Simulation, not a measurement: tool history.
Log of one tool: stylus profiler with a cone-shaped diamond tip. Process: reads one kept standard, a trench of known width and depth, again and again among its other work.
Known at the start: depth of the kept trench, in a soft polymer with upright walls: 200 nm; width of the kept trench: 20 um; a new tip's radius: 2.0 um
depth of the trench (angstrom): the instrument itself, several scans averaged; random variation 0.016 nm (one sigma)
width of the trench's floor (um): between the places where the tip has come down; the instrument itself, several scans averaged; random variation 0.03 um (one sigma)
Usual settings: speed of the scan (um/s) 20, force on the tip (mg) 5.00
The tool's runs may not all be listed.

run   hour  speed of the scan (um/s)  force on the tip (mg)  depth of the trench (angstrom)  width of the trench's floor (um)
  1    0.0                        20                   5.00                          2033.2                             17.84
  2   26.5                        20                   5.00                          2033.0                             17.80
  3   73.5                        20                   5.17                          2034.2                             17.80
  4  120.8                        20                   5.17                          2034.2                             17.86
  5  165.0                        11                   5.00                          2033.7                             17.84
  6  190.2                        11                   5.00                          2033.7                             17.83
  7  229.5                        11                   3.40                          2026.4                             17.75
  8  259.0                        11                   3.40                          2026.4                             17.74
  9  294.5                        11                   3.40                          2026.5                             17.74
 10  327.4                        11                   3.40                          2027.0                             17.71
 11  367.0                        11                   3.40                          2026.7                             17.65
 12  409.4                        11                   3.40                          2027.1                             17.65
 13  447.3                        11                   2.66                          2023.0                             17.61
 14  469.8                        11                  11.35                          2058.3                             17.67
 15  490.8                        11                   4.89                          2034.1                             17.53
 16  521.3                        31                   5.55                          2037.0                             17.52
 17  564.0                        67                   2.16                          2021.0                             17.33
     588.7  -- height scale calibrated on a step standard
 18  595.0                        70                  11.24                          2056.0                             17.49
 19  626.9                        20                   5.69                          2035.8                             17.54
 20  659.6                        20                   5.69                          2035.8                             17.50
 21  691.2                        25                   8.10                          2045.5                             17.47
 22  722.4                         7                   4.58                          2031.1                             17.54
 23  757.5                         7                   4.58                          2031.0                             17.46

Forecast run 24:
 24  779.4                        15                   5.00                               ?                                 ?

depth of the trench (angstrom): 2033.0
width of the trench's floor (um): 17.50
Without the tool's hidden state the same run would have given depth of the trench (angstrom) 2032.5, width of the trench's floor (um) 18.26.
